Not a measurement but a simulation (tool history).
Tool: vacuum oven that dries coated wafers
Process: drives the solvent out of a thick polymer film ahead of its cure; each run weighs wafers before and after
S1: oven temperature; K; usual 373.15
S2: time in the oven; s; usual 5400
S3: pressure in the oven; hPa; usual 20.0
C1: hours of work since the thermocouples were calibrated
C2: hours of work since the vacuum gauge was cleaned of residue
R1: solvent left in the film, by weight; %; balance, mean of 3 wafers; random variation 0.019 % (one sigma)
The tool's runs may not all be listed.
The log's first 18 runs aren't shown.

Run 19, hour 868.5: usual settings but S2 4620 s; C1 163; C2 969. Result: R1 4.60 %.
Run 20, hour 930.5: usual settings but S1 364.15 K, S2 3960 s; C1 206; C2 1012. Result: R1 9.12 %.
Run 21, hour 958.0: usual settings but S1 364.15 K, S2 3960 s; C1 225; C2 1031. Result: R1 9.09 %.
Run 22, hour 991.5: usual settings but S1 381.15 K, S2 2880 s; C1 248; C2 1054. Result: R1 4.52 %.
Run 23, hour 1027.7: usual settings but S1 371.15 K, S2 6660 s; C1 273; C2 1079. Result: R1 3.58 %.
Run 24, hour 1089.9: usual settings but S1 362.15 K, S2 5460 s, S3 62.4 hPa; C1 316; C2 1122. Result: R1 12.02 %.
Run 25, hour 1157.7: usual settings but S1 370.15 K, S3 23.1 hPa; C1 363; C2 1169. Result: R1 5.05 %.
Run 26, hour 1192.4: usual settings but S2 7920 s, S3 31.9 hPa; C1 386; C2 1193. Result: R1 3.58 %.
Run 27, hour 1231.2: usual settings but S1 374.15 K, S2 9120 s; C1 413; C2 1220. Result: R1 2.27 %.
Run 28, hour 1275.4: usual settings but S1 374.15 K, S2 9120 s; C1 444; C2 1250. Result: R1 2.25 %.
Run 29, hour 1342.6: usual settings but S1 383.15 K, S2 9120 s, S3 21.1 hPa; C1 490; C2 1296. Result: R1 1.52 %.
Run 30, hour 1401.1: usual settings but S1 360.15 K, S2 3780 s; C1 531; C2 1337. Result: R1 11.20 %.
Run 31, hour 1440.8: usual settings but S1 366.15 K, S2 7680 s, S3 36.4 hPa; C1 558; C2 1364. Result: R1 6.08 %.
Run 32, hour 1489.5: usual settings but S1 366.15 K, S2 7680 s, S3 36.4 hPa; C1 592; C2 1398. Result: R1 6.08 %.
At hour 1547.2: vacuum gauge cleaned of residue and calibrated.
Run 33, hour 1549.1: usual settings but S1 366.15 K, S2 7680 s, S3 36.4 hPa; C1 632; C2 1. Result: R1 5.60 %.
Run 34, hour 1602.6: usual settings but S1 387.15 K, S2 9180 s; C1 669; C2 38. Result: R1 1.06 %.
Run 35, hour 1667.1: usual settings but S1 387.15 K, S2 9180 s; C1 713; C2 83. Result: R1 1.03 %.
At hour 1716.7: oven's thermocouples calibrated.
Run 36, hour 1718.9: usual settings but S1 379.15 K, S2 9180 s, S3 26.6 hPa; C1 2; C2 117. Result: R1 2.06 %.

5 ways to go on from here, each from the tool as it stands after run 36. What would each give?
Run A, hour 1776.0: usual settings but S1 365.15 K, S2 8160 s, S3 53.7 hPa; C1 41; C2 157. Result: R1 ?.
Run B, hour 1776.0: usual settings but S1 379.15 K, S2 9180 s, S3 44.1 hPa; C1 41; C2 157. Result: R1 ?.
Run C, hour 1776.0: usual settings but S1 375.15 K, S2 9180 s, S3 26.6 hPa; C1 41; C2 157. Result: R1 ?.
Run D, hour 1776.0: usual settings but S1 370.15 K, S2 5040 s, S3 14.7 hPa; C1 41; C2 157. Result: R1 ?.
Run E, hour 1776.0: usual settings but S1 379.15 K, S2 9180 s, S3 27.8 hPa; C1 41; C2 157. Result: R1 ?.

run    R1
  A  8.24
  B  3.31
  C  2.52
  D  4.99
  E  2.13
Without the tool's hidden state the same runs would have given:
run    R1
  A  7.86
  B  3.17
  C  2.37
  D  4.68
  E  2.01

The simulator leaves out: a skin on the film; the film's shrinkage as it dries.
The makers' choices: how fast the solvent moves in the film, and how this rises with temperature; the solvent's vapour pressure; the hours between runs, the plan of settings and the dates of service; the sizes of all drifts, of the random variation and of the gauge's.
